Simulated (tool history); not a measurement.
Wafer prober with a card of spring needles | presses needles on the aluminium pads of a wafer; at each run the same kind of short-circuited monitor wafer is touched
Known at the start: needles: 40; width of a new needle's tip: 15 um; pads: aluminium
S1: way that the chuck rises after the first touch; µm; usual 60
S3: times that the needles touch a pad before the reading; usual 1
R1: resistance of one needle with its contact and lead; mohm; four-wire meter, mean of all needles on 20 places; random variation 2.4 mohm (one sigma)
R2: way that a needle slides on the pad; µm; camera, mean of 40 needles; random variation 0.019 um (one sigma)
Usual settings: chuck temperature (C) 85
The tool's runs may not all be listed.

run 1 hour=0.0 | S1=60 chuck_temperature_(C)=85 S3=1 | R1=272 R2=15.60
-- hour=10.2 tips cleaned on abrasive film
run 2 hour=11.4 | S1=60 chuck_temperature_(C)=85 S3=1 | R1=272 R2=15.61
-- hour=14.9 height of the first contact set anew
-- hour=19.9 tips cleaned on abrasive film
run 3 hour=25.1 | S1=60 chuck_temperature_(C)=85 S3=1 | R1=271 R2=15.61
-- hour=30.1 tips cleaned on abrasive film
run 4 hour=33.8 | S1=60 chuck_temperature_(C)=85 S3=1 | R1=267 R2=15.58
-- hour=39.2 tips cleaned on abrasive film
-- hour=49.4 tips cleaned on abrasive film
run 5 hour=50.8 | S1=60 chuck_temperature_(C)=85 S3=1 | R1=270 R2=15.63
-- hour=58.8 tips cleaned on abrasive film
run 6 hour=63.8 | S1=60 chuck_temperature_(C)=85 S3=1 | R1=267 R2=15.61
-- hour=69.4 tips cleaned on abrasive film
run 7 hour=78.1 | S1=60 chuck_temperature_(C)=85 S3=1 | R1=271 R2=15.63
-- hour=79.9 tips cleaned on abrasive film
run 8 hour=86.2 | S1=60 chuck_temperature_(C)=79 S3=1 | R1=268 R2=15.59
-- hour=89.3 tips cleaned on abrasive film
-- hour=99.1 tips cleaned on abrasive film
run 9 hour=104.8 | S1=60 chuck_temperature_(C)=85 S3=2 | R1=271 R2=15.60
-- hour=108.7 tips cleaned on abrasive film
-- hour=118.8 tips cleaned on abrasive film
run 10 hour=123.9 | S1=60 chuck_temperature_(C)=85 S3=2 | R1=269 R2=15.63
-- hour=128.1 tips cleaned on abrasive film
-- hour=137.3 tips cleaned on abrasive film
run 11 hour=140.8 | S1=45 chuck_temperature_(C)=31 S3=1 | R1=259 R2=11.72
-- hour=146.8 tips cleaned on abrasive film
run 12 hour=153.9 | S1=45 chuck_temperature_(C)=82 S3=2 | R1=273 R2=11.71
-- hour=156.8 tips cleaned on abrasive film
-- hour=166.1 tips cleaned on abrasive film
-- hour=172.9 height of the first contact set anew
run 13 hour=173.5 | S1=60 chuck_temperature_(C)=56 S3=1 | R1=261 R2=15.58
-- hour=176.1 tips cleaned on abrasive film
-- hour=185.6 tips cleaned on abrasive film
run 14 hour=185.7 | S1=65 chuck_temperature_(C)=46 S3=3 | R1=259 R2=16.91
-- hour=195.1 tips cleaned on abrasive film
run 15 hour=197.0 | S1=65 chuck_temperature_(C)=46 S3=3 | R1=257 R2=16.91
-- hour=204.4 tips cleaned on abrasive film
run 16 hour=205.0 | S1=65 chuck_temperature_(C)=46 S3=3 | R1=255 R2=16.92
-- hour=214.3 tips cleaned on abrasive film
run 17 hour=219.3 | S1=65 chuck_temperature_(C)=46 S3=3 | R1=259 R2=16.90

Forecast each of these 3 alternatives for the next run:
-- hour=223.9 tips cleaned on abrasive film
-- hour=234.3 tips cleaned on abrasive film
run A hour=236.5 | S1=47 chuck_temperature_(C)=46 S3=3 | R1=? R2=?
-- hour=223.9 tips cleaned on abrasive film
-- hour=234.3 tips cleaned on abrasive film
run B hour=236.5 | S1=60 chuck_temperature_(C)=85 S3=1 | R1=? R2=?
-- hour=223.9 tips cleaned on abrasive film
-- hour=234.3 tips cleaned on abrasive film
run C hour=236.5 | S1=43 chuck_temperature_(C)=47 S3=3 | R1=? R2=?

run=A R1=259 R2=12.21
run=B R1=266 R2=15.60
run=C R1=266 R2=11.18
Without the tool's hidden state the same runs would have given:
run=A R1=259 R2=12.21
run=B R1=266 R2=15.60
run=C R1=266 R2=11.18

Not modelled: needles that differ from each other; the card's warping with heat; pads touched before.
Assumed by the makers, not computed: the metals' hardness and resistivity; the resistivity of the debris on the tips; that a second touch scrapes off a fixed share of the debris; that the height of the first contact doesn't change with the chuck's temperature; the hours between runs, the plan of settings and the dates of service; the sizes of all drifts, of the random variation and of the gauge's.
